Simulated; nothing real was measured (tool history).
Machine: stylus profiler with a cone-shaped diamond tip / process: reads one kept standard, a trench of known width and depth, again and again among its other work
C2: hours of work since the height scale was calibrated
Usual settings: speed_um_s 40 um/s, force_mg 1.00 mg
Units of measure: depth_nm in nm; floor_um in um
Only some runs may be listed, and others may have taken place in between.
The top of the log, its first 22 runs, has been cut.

run 23 day=31.958 | speed_um_s=70 force_mg=1.53 | scans_with_this_tip=9898 C2=130 | depth_nm=101.03 floor_um=28.18
run 24 day=33.033 | speed_um_s=144 force_mg=0.50 | scans_with_this_tip=10012 C2=148 | depth_nm=100.51 floor_um=27.77
run 25 day=35.179 | speed_um_s=156 force_mg=0.50 | scans_with_this_tip=10239 C2=185 | depth_nm=100.58 floor_um=27.71
run 26 day=36.362 | speed_um_s=73 force_mg=0.60 | scans_with_this_tip=10365 C2=205 | depth_nm=100.67 floor_um=28.09
run 27 day=37.425 | speed_um_s=73 force_mg=0.60 | scans_with_this_tip=10478 C2=223 | depth_nm=100.72 floor_um=28.05
run 28 day=39.329 | speed_um_s=47 force_mg=1.54 | scans_with_this_tip=10680 C2=255 | depth_nm=101.07 floor_um=28.17
run 29 day=41.204 | speed_um_s=63 force_mg=0.50 | scans_with_this_tip=10879 C2=287 | depth_nm=100.66 floor_um=28.07
run 30 day=42.604 | speed_um_s=26 force_mg=0.78 | scans_with_this_tip=11027 C2=311 | depth_nm=100.72 floor_um=28.27

Run 31 is up next; what results do you expect?
run 31 day=43.521 | speed_um_s=40 force_mg=0.99 | scans_with_this_tip=11124 C2=327 | depth_nm=? floor_um=?

Run 31 produced depth_nm 100.87 nm, floor_um 28.22 um.
If the tool had no hidden condition, the same run with the same run-to-run variation would have returned depth_nm 100.69 nm, floor_um 28.51 um.
